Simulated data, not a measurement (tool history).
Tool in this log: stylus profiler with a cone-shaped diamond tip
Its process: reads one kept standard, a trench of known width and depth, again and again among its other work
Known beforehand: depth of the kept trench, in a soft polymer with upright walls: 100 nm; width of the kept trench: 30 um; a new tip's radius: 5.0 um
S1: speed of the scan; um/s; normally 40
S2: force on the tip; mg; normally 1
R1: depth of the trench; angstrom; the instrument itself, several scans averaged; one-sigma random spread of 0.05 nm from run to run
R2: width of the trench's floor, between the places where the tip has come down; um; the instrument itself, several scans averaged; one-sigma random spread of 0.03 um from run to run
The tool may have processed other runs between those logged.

| run | day | S1 | S2 | R1 | R2 |
|---|---|---|---|---|---|
| 1 | 0 | 40 | 1 | 1004.5 | 27.75 |
| 2 | 2.367 | 29 | 1 | 1003.4 | 27.77 |
| 3 | 6.204 | 40 | 1 | 1004.9 | 27.74 |
| 4 | 8.692 | 40 | 1 | 1005.3 | 27.72 |
| 5 | 13.962 | 40 | 1 | 1003.9 | 27.75 |
| 6 | 18.229 | 39 | 1 | 1005.3 | 27.69 |
| 7 | 21.017 | 40 | 1 | 1004.3 | 27.76 |
| 8 | 23.538 | 40 | 1 | 1005.2 | 27.72 |
| 9 | 26.629 | 44 | 0.36 | 1001.9 | 27.51 |
| 10 | 31.458 | 44 | 0.36 | 1002.5 | 27.53 |
| 11 | 34.921 | 101 | 2.93 | 1010.7 | 27.62 |
| 12 | 37.271 | 101 | 2.93 | 1009 | 27.68 |

What will run 13 give?
| 13 | 41.838 | 43 | 2.41 | ? | ? |

R1: 1009 angstrom
R2: 27.82 um
Had the tool carried no hidden state, the very same run would have given R1 1008.9 angstrom, R2 27.83 um.
